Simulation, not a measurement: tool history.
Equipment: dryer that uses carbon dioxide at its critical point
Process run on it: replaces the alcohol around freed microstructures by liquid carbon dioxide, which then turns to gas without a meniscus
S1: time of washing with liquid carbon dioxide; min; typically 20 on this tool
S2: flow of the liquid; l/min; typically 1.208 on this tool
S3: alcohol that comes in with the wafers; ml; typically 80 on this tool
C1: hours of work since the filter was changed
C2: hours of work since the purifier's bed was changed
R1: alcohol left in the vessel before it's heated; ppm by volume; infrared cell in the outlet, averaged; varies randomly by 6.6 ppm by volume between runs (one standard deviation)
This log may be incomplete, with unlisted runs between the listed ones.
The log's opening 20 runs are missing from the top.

run 21 hour=636.1 | S1=32 S2=1.200 S3=62 | C1=63 C2=509 | R1=186
run 22 hour=680.4 | S1=32 S2=1.200 S3=21 | C1=86 C2=532 | R1=179
run 23 hour=705.5 | S1=19 S2=1.610 S3=88 | C1=99 C2=545 | R1=282
run 24 hour=730.9 | S1=19 S2=1.610 S3=88 | C1=112 C2=558 | R1=303
run 25 hour=765.4 | S1=12 S2=1.400 S3=64 | C1=130 C2=576 | R1=1081
run 26 hour=809.5 | S1=27 S2=2.030 S3=65 | C1=152 C2=599 | R1=198
run 27 hour=830.6 | S1=27 S2=2.030 S3=65 | C1=163 C2=610 | R1=203
run 28 hour=867.1 | S1=27 S2=2.030 S3=65 | C1=182 C2=629 | R1=205
-- hour=881.7 purifier's bed changed
run 29 hour=902.7 | S1=27 S2=1.370 S3=49 | C1=199 C2=11 | R1=42
run 30 hour=944.0 | S1=27 S2=1.370 S3=49 | C1=220 C2=32 | R1=40

Forecast each of these 5 alternatives for the next run:
run A hour=971.0 | S1=22 S2=1.490 S3=80 | C1=234 C2=46 | R1=?
run B hour=971.0 | S1=14 S2=1.208 S3=80 | C1=234 C2=46 | R1=?
run C hour=971.0 | S1=27 S2=1.890 S3=93 | C1=234 C2=46 | R1=?
run D hour=971.0 | S1=13 S2=1.208 S3=80 | C1=234 C2=46 | R1=?
run E hour=971.0 | S1=20 S2=0.810 S3=88 | C1=234 C2=46 | R1=?

run=A R1=95
run=B R1=1184
run=C R1=19
run=D R1=1395
run=E R1=1433
Stripped of hidden state, with their random variation kept, the same runs would have yielded:
run=A R1=61
run=B R1=1033
run=C R1=2
run=D R1=1231
run=E R1=1259
